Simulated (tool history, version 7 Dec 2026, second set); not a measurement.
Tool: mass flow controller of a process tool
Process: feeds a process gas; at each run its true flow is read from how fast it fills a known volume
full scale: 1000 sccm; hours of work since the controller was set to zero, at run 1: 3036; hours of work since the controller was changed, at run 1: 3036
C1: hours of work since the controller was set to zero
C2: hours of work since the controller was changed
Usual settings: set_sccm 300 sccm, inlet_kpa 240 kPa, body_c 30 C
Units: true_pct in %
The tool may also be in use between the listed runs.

run 1 hour=0.0 | set_sccm=300 inlet_kpa=240 body_c=30 | C1=3036 C2=3036 | true_pct=98.27
run 2 hour=234.5 | set_sccm=300 inlet_kpa=240 body_c=30 | C1=3132 C2=3132 | true_pct=98.28
run 3 hour=528.9 | set_sccm=300 inlet_kpa=240 body_c=30 | C1=3253 C2=3253 | true_pct=98.38
run 4 hour=919.6 | set_sccm=300 inlet_kpa=240 body_c=30 | C1=3414 C2=3414 | true_pct=98.25
run 5 hour=1262.0 | set_sccm=300 inlet_kpa=240 body_c=30 | C1=3555 C2=3555 | true_pct=98.05
run 6 hour=1529.6 | set_sccm=300 inlet_kpa=240 body_c=30 | C1=3665 C2=3665 | true_pct=97.84
run 7 hour=1803.3 | set_sccm=300 inlet_kpa=240 body_c=30 | C1=3778 C2=3778 | true_pct=97.99
run 8 hour=2162.5 | set_sccm=173 inlet_kpa=240 body_c=30 | C1=3926 C2=3926 | true_pct=95.64
run 9 hour=2524.3 | set_sccm=300 inlet_kpa=240 body_c=30 | C1=4075 C2=4075 | true_pct=97.81
run 10 hour=2725.8 | set_sccm=300 inlet_kpa=211 body_c=30 | C1=4158 C2=4158 | true_pct=98.04
run 11 hour=2966.7 | set_sccm=300 inlet_kpa=240 body_c=30 | C1=4257 C2=4257 | true_pct=97.70
-- hour=3054.2 controller's zero set anew
run 12 hour=3358.4 | set_sccm=300 inlet_kpa=240 body_c=23 | C1=125 C2=4418 | true_pct=100.89
run 13 hour=3539.2 | set_sccm=300 inlet_kpa=240 body_c=23 | C1=200 C2=4492 | true_pct=100.70
run 14 hour=3914.7 | set_sccm=300 inlet_kpa=240 body_c=23 | C1=354 C2=4647 | true_pct=100.72
run 15 hour=4236.6 | set_sccm=281 inlet_kpa=240 body_c=30 | C1=487 C2=4779 | true_pct=100.74
run 16 hour=4408.4 | set_sccm=281 inlet_kpa=240 body_c=30 | C1=557 C2=4850 | true_pct=100.73
run 17 hour=4603.2 | set_sccm=281 inlet_kpa=240 body_c=30 | C1=638 C2=4930 | true_pct=100.60
run 18 hour=4947.2 | set_sccm=300 inlet_kpa=240 body_c=30 | C1=779 C2=5072 | true_pct=100.50
run 19 hour=5197.3 | set_sccm=300 inlet_kpa=228 body_c=30 | C1=882 C2=5175 | true_pct=100.67
run 20 hour=5404.2 | set_sccm=300 inlet_kpa=228 body_c=30 | C1=967 C2=5260 | true_pct=100.61
run 21 hour=5813.5 | set_sccm=300 inlet_kpa=228 body_c=30 | C1=1136 C2=5428 | true_pct=100.42
run 22 hour=6171.3 | set_sccm=300 inlet_kpa=228 body_c=30 | C1=1283 C2=5575 | true_pct=100.43
run 23 hour=6582.6 | set_sccm=300 inlet_kpa=228 body_c=30 | C1=1452 C2=5745 | true_pct=100.37
run 24 hour=6931.5 | set_sccm=300 inlet_kpa=228 body_c=30 | C1=1596 C2=5888 | true_pct=100.25
run 25 hour=7232.3 | set_sccm=346 inlet_kpa=228 body_c=37 | C1=1720 C2=6012 | true_pct=100.70
run 26 hour=7578.8 | set_sccm=346 inlet_kpa=228 body_c=37 | C1=1862 C2=6155 | true_pct=100.48
run 27 hour=7923.5 | set_sccm=314 inlet_kpa=241 body_c=30 | C1=2004 C2=6297 | true_pct=100.04
run 28 hour=8198.8 | set_sccm=706 inlet_kpa=219 body_c=34 | C1=2117 C2=6410 | true_pct=101.35
run 29 hour=8533.3 | set_sccm=706 inlet_kpa=219 body_c=34 | C1=2255 C2=6548 | true_pct=101.23
run 30 hour=8730.6 | set_sccm=260 inlet_kpa=252 body_c=25 | C1=2336 C2=6629 | true_pct=99.35
run 31 hour=8957.2 | set_sccm=260 inlet_kpa=252 body_c=25 | C1=2429 C2=6722 | true_pct=99.40
run 32 hour=9348.7 | set_sccm=260 inlet_kpa=252 body_c=25 | C1=2591 C2=6883 | true_pct=99.25
run 33 hour=9655.8 | set_sccm=435 inlet_kpa=252 body_c=35 | C1=2717 C2=7009 | true_pct=100.54
run 34 hour=10008.3 | set_sccm=359 inlet_kpa=185 body_c=39 | C1=2862 C2=7155 | true_pct=100.20
run 35 hour=10422.8 | set_sccm=162 inlet_kpa=269 body_c=26 | C1=3033 C2=7325 | true_pct=97.12
run 36 hour=10712.7 | set_sccm=300 inlet_kpa=266 body_c=22 | C1=3152 C2=7444 | true_pct=99.17
run 37 hour=11028.7 | set_sccm=300 inlet_kpa=266 body_c=22 | C1=3282 C2=7575 | true_pct=99.14
run 38 hour=11418.8 | set_sccm=300 inlet_kpa=266 body_c=22 | C1=3442 C2=7735 | true_pct=99.20
run 39 hour=11709.7 | set_sccm=300 inlet_kpa=266 body_c=22 | C1=3562 C2=7855 | true_pct=98.99
run 40 hour=11998.4 | set_sccm=134 inlet_kpa=202 body_c=21 | C1=3681 C2=7974 | true_pct=95.21
run 41 hour=12312.1 | set_sccm=134 inlet_kpa=202 body_c=21 | C1=3810 C2=8103 | true_pct=95.08
run 42 hour=12716.1 | set_sccm=134 inlet_kpa=202 body_c=21 | C1=3976 C2=8269 | true_pct=94.91
run 43 hour=13006.3 | set_sccm=247 inlet_kpa=238 body_c=33 | C1=4096 C2=8388 | true_pct=98.44
run 44 hour=13416.3 | set_sccm=247 inlet_kpa=238 body_c=33 | C1=4265 C2=8557 | true_pct=98.27
-- hour=13506.8 controller's zero set anew
run 45 hour=13649.1 | set_sccm=159 inlet_kpa=249 body_c=21 | C1=59 C2=8653 | true_pct=101.74
run 46 hour=13894.8 | set_sccm=948 inlet_kpa=228 body_c=25 | C1=160 C2=8754 | true_pct=102.59
run 47 hour=14124.8 | set_sccm=736 inlet_kpa=228 body_c=25 | C1=254 C2=8849 | true_pct=102.58
run 48 hour=14431.0 | set_sccm=271 inlet_kpa=240 body_c=33 | C1=380 C2=8975 | true_pct=102.12

Hidden state or all else? Some run-to-run changes of true_pct, split into what the settings, what came in and random variation would give without the hidden state, and what is left for the hidden state (with any gauge scatter that isn't in both results):
The hidden state here: flow at rest that the sensor doesn't see, % of full scale; true flow over the shown one, %; drift of the gauge itself on true_pct, %.
Run 11 -> 12: body_c 30 -> 23, controller's zero set anew. true_pct +3.19 %: hidden state +3.16, all else +0.03.
Run 39 -> 40: set_sccm 300 -> 134, inlet_kpa 266 -> 202, body_c 22 -> 21. true_pct -3.78 %: hidden state -3.68, all else -0.10.
Run 42 -> 43: set_sccm 134 -> 247, inlet_kpa 202 -> 238, body_c 21 -> 33. true_pct +3.53 %: hidden state +3.16, all else +0.37.
Run 44 -> 45: set_sccm 247 -> 159, inlet_kpa 238 -> 249, body_c 33 -> 21, controller's zero set anew. true_pct +3.47 %: hidden state +3.90, all else -0.43.

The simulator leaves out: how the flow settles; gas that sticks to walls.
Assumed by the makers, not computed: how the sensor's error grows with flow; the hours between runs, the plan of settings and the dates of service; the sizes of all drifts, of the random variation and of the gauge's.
